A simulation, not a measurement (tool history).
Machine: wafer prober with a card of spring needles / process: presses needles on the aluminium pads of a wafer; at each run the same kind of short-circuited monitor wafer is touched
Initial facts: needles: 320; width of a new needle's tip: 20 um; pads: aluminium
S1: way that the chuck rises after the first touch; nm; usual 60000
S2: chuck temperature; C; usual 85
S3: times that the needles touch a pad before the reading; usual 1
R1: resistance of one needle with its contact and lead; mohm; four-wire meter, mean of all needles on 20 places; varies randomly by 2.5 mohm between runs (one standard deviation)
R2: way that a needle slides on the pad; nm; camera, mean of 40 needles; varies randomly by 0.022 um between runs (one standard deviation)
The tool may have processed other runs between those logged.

run     day     S1   S2  S3   R1     R2
  1   0.000  60000   85   1  283  10230
      0.088  -- tips cleaned on abrasive film
      0.500  -- tips cleaned on abrasive film
      0.842  -- tips cleaned on abrasive film
  2   1.112  60000   85   3  282  10190
      1.204  -- tips cleaned on abrasive film
      1.542  -- tips cleaned on abrasive film
      1.883  -- tips cleaned on abrasive film
  3   2.054  53000   85   1  281   9040
      2.229  -- tips cleaned on abrasive film
      2.567  -- tips cleaned on abrasive film
      2.992  -- tips cleaned on abrasive film
      3.333  -- tips cleaned on abrasive film
  4   3.467  53000   85   1  282   8980
      3.717  -- tips cleaned on abrasive film
      4.142  -- tips cleaned on abrasive film
  5   4.296  53000   85   1  285   8960
      4.546  -- tips cleaned on abrasive film
      4.967  -- tips cleaned on abrasive film
      5.388  -- tips cleaned on abrasive film
      5.746  -- tips cleaned on abrasive film
  6   5.746  53000   85   1  280   9000
      6.088  -- tips cleaned on abrasive film
      6.429  -- tips cleaned on abrasive film
      6.846  -- tips cleaned on abrasive film
      7.267  -- tips cleaned on abrasive film
  7   7.267  53000   85   1  283   8960
      7.608  -- tips cleaned on abrasive film
      7.950  -- tips cleaned on abrasive film
      8.288  -- tips cleaned on abrasive film
      8.704  -- tips cleaned on abrasive film
  8   8.900  66000   85   1  276  11140
      9.071  -- tips cleaned on abrasive film
      9.412  -- tips cleaned on abrasive film
      9.425  -- height of the first contact set anew
      9.842  -- tips cleaned on abrasive film
  9   9.975  60000  123   1  295  10130
     10.233  -- tips cleaned on abrasive film
     10.650  -- tips cleaned on abrasive film
     10.988  -- tips cleaned on abrasive film
     11.329  -- tips cleaned on abrasive film
 10  11.433  60000  123   1  293  10090
     11.692  -- tips cleaned on abrasive film
     12.117  -- tips cleaned on abrasive film
     12.525  -- tips cleaned on abrasive film
     12.871  -- tips cleaned on abrasive film
 11  12.871  60000   85   1  279  10120
     13.296  -- tips cleaned on abrasive film
     13.633  -- tips cleaned on abrasive film
 12  13.883  60000   85   1  281  10100
     14.058  -- tips cleaned on abrasive film
     14.396  -- tips cleaned on abrasive film
     14.738  -- tips cleaned on abrasive film
     15.158  -- tips cleaned on abrasive film
     15.583  -- tips cleaned on abrasive film
 13  15.604  60000   85   1  280  10100
     15.942  -- tips cleaned on abrasive film
     16.283  -- tips cleaned on abrasive film
 14  16.604  60000   85   1  282  10090
     16.692  -- tips cleaned on abrasive film
     17.192  -- card fitted with new needles
     17.533  -- tips cleaned on abrasive film
     17.871  -- tips cleaned on abrasive film
 15  18.129  68000   43   2  269  11430
     18.217  -- tips cleaned on abrasive film
     18.633  -- tips cleaned on abrasive film
 16  18.879  79000   85   2  277  13260
     19.054  -- tips cleaned on abrasive film
     19.479  -- tips cleaned on abrasive film
     19.900  -- tips cleaned on abrasive film
     20.321  -- tips cleaned on abrasive film
 17  20.542  79000   85   2  276  13260
     20.717  -- tips cleaned on abrasive film
     21.133  -- tips cleaned on abrasive film
 18  21.454  79000   84   2  275  13230
     21.546  -- tips cleaned on abrasive film
     21.883  -- tips cleaned on abrasive film
     22.300  -- tips cleaned on abrasive film
     22.642  -- tips cleaned on abrasive film
 19  22.671  42000   85   2  286   7030
     23.012  -- tips cleaned on abrasive film
     23.354  -- tips cleaned on abrasive film
     23.779  -- tips cleaned on abrasive film
     24.200  -- tips cleaned on abrasive film
 20  24.271  60000   64   2  276  10030
     24.612  -- tips cleaned on abrasive film
     24.950  -- tips cleaned on abrasive film
     25.292  -- tips cleaned on abrasive film
 21  25.596  63000   64   2  273  10550
     25.688  -- tips cleaned on abrasive film
     26.025  -- tips cleaned on abrasive film
     26.367  -- tips cleaned on abrasive film
     26.712  -- tips cleaned on abrasive film
 22  26.712  79000   64   2  272  13160
     27.054  -- tips cleaned on abrasive film
     27.467  -- tips cleaned on abrasive film
 23  27.721  43000   33   1  273   7170
     27.812  -- tips cleaned on abrasive film
     28.229  -- tips cleaned on abrasive film
     28.650  -- tips cleaned on abrasive film
     28.988  -- tips cleaned on abrasive film
 24  29.021  56000   27   1  266   9330
     29.354  -- tips cleaned on abrasive film
     29.696  -- tips cleaned on abrasive film
     30.112  -- tips cleaned on abrasive film
 25  30.383  53000   85   2  283   8800
     30.471  -- tips cleaned on abrasive film
     30.892  -- tips cleaned on abrasive film
     30.988  -- height of the first contact set anew
     31.321  -- tips cleaned on abrasive film
     31.662  -- tips cleaned on abrasive film
 26  31.829  53000   85   2  284   8790
     32.083  -- tips cleaned on abrasive film
     32.500  -- gauge calibrated
     32.504  -- tips cleaned on abrasive film
     32.842  -- tips cleaned on abrasive film
     33.258  -- tips cleaned on abrasive film
 27  33.521  53000   85   2  284   8990

Each row is a separate what-if for the run after 27, all from the same tool condition, not one after another. Results?
     33.608  -- tips cleaned on abrasive film
     34.033  -- tips cleaned on abrasive film
     34.371  -- tips cleaned on abrasive film
  A  34.708  48000   88   1   ?   ?
     33.608  -- tips cleaned on abrasive film
     34.033  -- tips cleaned on abrasive film
     34.371  -- tips cleaned on abrasive film
  B  34.708  65000   47   2   ?   ?
     33.608  -- tips cleaned on abrasive film
     34.033  -- tips cleaned on abrasive film
     34.371  -- tips cleaned on abrasive film
  C  34.708  74000   87   3   ?   ?
     33.608  -- tips cleaned on abrasive film
     34.033  -- tips cleaned on abrasive film
     34.371  -- tips cleaned on abrasive film
  D  34.708  60000  105   1   ?   ?

run   R1     R2
  A  287   8110
  B  270  11050
  C  277  12570
  D  288  10200
Stripped of hidden state, with their random variation kept, the same runs would have yielded:
run   R1     R2
  A  287   8120
  B  270  11060
  C  277  12590
  D  288  10220
